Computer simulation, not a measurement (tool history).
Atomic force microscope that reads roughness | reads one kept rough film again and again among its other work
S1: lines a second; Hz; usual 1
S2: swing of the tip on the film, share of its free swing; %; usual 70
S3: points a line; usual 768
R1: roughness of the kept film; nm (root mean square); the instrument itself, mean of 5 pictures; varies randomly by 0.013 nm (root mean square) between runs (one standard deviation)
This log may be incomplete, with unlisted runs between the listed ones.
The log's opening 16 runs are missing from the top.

run     day    S1  S2   S3     R1
 17   5.812     1  71  768  2.813
 18   6.225     1  71  768  2.775
 19   6.479     1  71  768  2.756
 20   6.708  1.79  60  273  2.691
 21   7.079  1.07  78  768  2.665
      7.458  -- new tip fitted
 22   7.504  1.48  68  475  2.951
 23   7.771     1  87  408  2.848
 24   8.083     1  81  408  2.858
 25   8.433  2.02  76  626  2.767
 26   8.858     1  74  768  2.843
 27   9.225  0.63  57  352  2.866
 28   9.679  1.25  82  352  2.672
 29   9.979  1.34  70  332  2.727
 30   10.25  1.34  70  332  2.689
 31  10.596  1.87  70  314  2.646
 32  10.862  2.74  71  611  2.573
     11.104  -- new tip fitted
 33  11.142  2.74  71  611  2.864

4 options for the next run, each taken on its own from the tool as it stands now. Forecast them:
  A  11.612  2.74  63  838   ?
  B  11.612   0.5  63  756   ?
  C  11.612  0.74  70  967   ?
  D  11.612  3.93  89  479   ?

run     R1
  A  2.894
  B  2.992
  C  2.995
  D  2.363
Had the tool no hidden state, the same runs would have come out as:
run     R1
  A  2.964
  B  3.064
  C  3.067
  D   2.42
